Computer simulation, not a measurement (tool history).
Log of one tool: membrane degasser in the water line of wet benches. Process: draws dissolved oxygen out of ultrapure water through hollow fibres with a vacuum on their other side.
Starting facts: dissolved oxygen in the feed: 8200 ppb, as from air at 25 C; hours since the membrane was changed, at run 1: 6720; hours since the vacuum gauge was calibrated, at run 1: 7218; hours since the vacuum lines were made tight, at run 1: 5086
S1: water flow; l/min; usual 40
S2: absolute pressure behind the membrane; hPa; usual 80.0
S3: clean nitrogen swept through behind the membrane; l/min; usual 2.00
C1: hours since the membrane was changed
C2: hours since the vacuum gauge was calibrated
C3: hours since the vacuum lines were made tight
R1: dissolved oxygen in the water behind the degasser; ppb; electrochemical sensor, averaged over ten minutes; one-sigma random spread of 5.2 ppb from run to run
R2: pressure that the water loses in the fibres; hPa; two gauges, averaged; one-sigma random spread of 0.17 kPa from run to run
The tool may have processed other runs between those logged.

run    hour  S1     S2    S3    C1    C2    C3      R1     R2
  1     0.0  40   80.0  2.00  6720  7218  5086   575.1  271.8
       70.3  -- seals of the vacuum lines changed
  2    97.8  40   80.0  2.00  6815  7314    27   580.9  272.1
  3   173.7  40   80.0  2.00  6891  7390   103   574.1  270.6
  4   313.3  40   80.0  3.88  7031  7530   243   493.7  272.0
  5   426.6  40  114.3  2.00  7144  7643   356   703.8  272.4
  6   565.8  40   80.0  2.00  7283  7782   495   575.0  272.3
  7   646.3  40   80.0  2.00  7364  7863   576   570.3  271.9
      784.1  -- vacuum gauge calibrated
  8   798.0  40   80.0  2.00  7515    14   727   588.7  272.6
  9   952.9  40   80.0  2.52  7670   169   882   552.3  274.2
 10  1062.0  40   80.0  2.00  7779   278   991   591.2  274.9
 11  1217.4  40   80.0  2.00  7935   433  1147   586.9  273.5
 12  1302.2  40   80.0  2.00  8019   518  1231   585.5  273.3
 13  1426.1  40   80.0  0.94  8143   642  1355   764.7  273.3
 14  1509.8  40   80.0  1.17  8227   726  1439   708.3  275.6
     1573.8  -- vacuum gauge calibrated, once more
 15  1605.6  25   80.0  2.00  8322    32  1534   240.4  171.7
 16  1750.2  40   80.0  0.80  8467   176  1679   794.3  275.8
 17  1924.4  54  192.5  1.96  8641   351  1853  1513.7  369.4
     1966.8  -- membrane cartridge changed
 18  2017.4  51  140.4  4.50    51   440  1942   819.7  329.2
 19  2126.3  33   98.1  3.19   159   548  2051   343.3  213.1
 20  2256.7  29   98.1  1.15   290   679  2181   472.1  186.1
 21  2369.2  61   89.1  1.08   402   791  2294  1286.5  392.7
 22  2464.0  62  156.1  2.91   497   886  2389  1259.1  401.4
 23  2592.8  62  156.1  2.91   626  1015  2517  1289.2  400.0
 24  2696.3  62  156.1  2.91   730  1119  2621  1291.7  397.9
 25  2774.6  50   80.0  2.00   808  1197  2699   777.0  323.8
 26  2955.4  50   80.0  2.00   989  1378  2880   770.7  324.2
 27  3131.9  25  152.4  2.00  1165  1554  3057   409.9  162.5
 28  3215.4  29   55.5  2.00  1249  1638  3140   212.8  189.4
 29  3325.1  38   57.3  5.67  1358  1747  3250   333.1  247.4
 30  3486.3  45   71.7  2.75  1519  1908  3411   580.1  294.9
 31  3572.1  58   85.9  3.37  1605  1994  3497   915.5  376.8
 32  3651.5  58   85.9  3.37  1685  2074  3576   921.3  377.1

Difference, measured minus no-hidden-state, one row per run. Run-to-run variation is common to both terms; the gauge's own scatter need not be:
The tool's hidden condition here consists of: membrane still open, %; true pressure behind the membrane over the reading, kPa; air that leaks in behind the membrane, l/min; drift of the gauge itself on oxygen_ppb, %; drift of the gauge itself on loss_of_pressure_kpa, %.
run     R1     R2
  1  +61.0  +13.7
  2  +60.1  +14.0
  3  +60.0  +14.1
  4  +61.6  +14.4
  5  +60.5  +14.6
  6  +63.9  +15.0
  7  +64.1  +15.1
  8  +69.9  +15.5
  9  +70.7  +16.0
 10  +72.7  +16.2
 11  +73.5  +16.5
 12  +74.1  +16.8
 13  +79.2  +16.8
 14  +79.4  +17.1
 15  +26.0  +10.9
 16  +64.1  +17.7
 17  +99.1  +24.2
 18   +1.6   +0.1
 19   +1.9   +0.3
 20   +2.2   +0.5
 21   +2.9   +1.3
 22   +8.2   +1.6
 23  +10.1   +2.0
 24  +11.7   +2.3
 25   +9.4   +2.0
 26  +11.5   +2.4
 27   +9.2   +1.5
 28   +6.3   +1.8
 29  +10.7   +2.6
 30  +16.2   +3.4
 31  +22.8   +4.7
 32  +24.0   +4.9
